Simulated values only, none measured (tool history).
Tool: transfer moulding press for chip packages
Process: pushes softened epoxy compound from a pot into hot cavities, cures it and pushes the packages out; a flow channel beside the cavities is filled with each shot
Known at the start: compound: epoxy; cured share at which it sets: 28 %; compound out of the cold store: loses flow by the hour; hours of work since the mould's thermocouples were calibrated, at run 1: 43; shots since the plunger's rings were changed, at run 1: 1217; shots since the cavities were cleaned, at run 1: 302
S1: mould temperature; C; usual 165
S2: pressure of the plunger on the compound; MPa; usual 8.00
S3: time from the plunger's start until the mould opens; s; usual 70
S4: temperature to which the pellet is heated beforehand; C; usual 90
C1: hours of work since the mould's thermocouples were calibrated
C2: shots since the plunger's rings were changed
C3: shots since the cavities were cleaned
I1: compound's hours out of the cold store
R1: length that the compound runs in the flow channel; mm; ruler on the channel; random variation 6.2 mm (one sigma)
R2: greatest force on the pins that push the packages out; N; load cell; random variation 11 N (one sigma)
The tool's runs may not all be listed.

Run 1, day 0.000: usual settings; C1 43; C2 1217; C3 302; I1 34.8. Result: R1 827 mm, R2 720 N.
Run 2, day 1.138: usual settings; C1 57; C2 1542; C3 627; I1 38.1. Result: R1 801 mm, R2 816 N.
Run 3, day 1.958: usual settings but S1 162 C; C1 67; C2 1777; C3 862; I1 45.0. Result: R1 779 mm, R2 1166 N.
At day 2.196: cavities cleaned with cleaning compound and waxed.
Run 4, day 3.108: usual settings but S1 162 C; C1 80; C2 2088; C3 261; I1 46.9. Result: R1 772 mm, R2 816 N.
Run 5, day 4.017: usual settings but S1 162 C; C1 91; C2 2347; C3 520; I1 37.8. Result: R1 808 mm, R2 1005 N.
Run 6, day 4.704: usual settings but S1 162 C, S4 95 C; C1 100; C2 2544; C3 717; I1 20.9. Result: R1 890 mm, R2 1125 N.
Run 7, day 5.221: usual settings but S1 162 C, S4 95 C; C1 106; C2 2691; C3 864; I1 41.9. Result: R1 785 mm, R2 1114 N.
At day 5.454: cavities cleaned with cleaning compound and waxed.
Run 8, day 6.333: usual settings but S2 6.40 MPa; C1 119; C2 2991; C3 251; I1 9.1. Result: R1 840 mm, R2 758 N.
Run 9, day 7.508: usual settings but S2 8.90 MPa; C1 134; C2 3328; C3 588; I1 23.6. Result: R1 918 mm, R2 893 N.
Run 10, day 8.204: usual settings but S2 8.90 MPa; C1 142; C2 3526; C3 786; I1 24.0. Result: R1 907 mm, R2 984 N.
At day 8.708: cavities cleaned with cleaning compound and waxed.
Run 11, day 8.962: usual settings but S2 8.81 MPa; C1 151; C2 3725; C3 73; I1 25.0. Result: R1 891 mm, R2 552 N.
Run 12, day 9.779: usual settings; C1 161; C2 3958; C3 306; I1 20.8. Result: R1 863 mm, R2 729 N.
Run 13, day 10.475: usual settings; C1 169; C2 4157; C3 505; I1 16.5. Result: R1 890 mm, R2 896 N.
Run 14, day 11.000: usual settings; C1 176; C2 4307; C3 655; I1 20.7. Result: R1 857 mm, R2 925 N.

Forecast run 15:
At day 11.904: cavities cleaned with cleaning compound and waxed.
Run 15, day 12.046: usual settings but S3 79 s; C1 188; C2 4589; C3 41; I1 39.3. Result: R1 ?, R2 ?.

{"run 15": {"R1": 773, "R2": 395}}
Without the tool's hidden state the same run would have given R1 816 mm, R2 363 N.
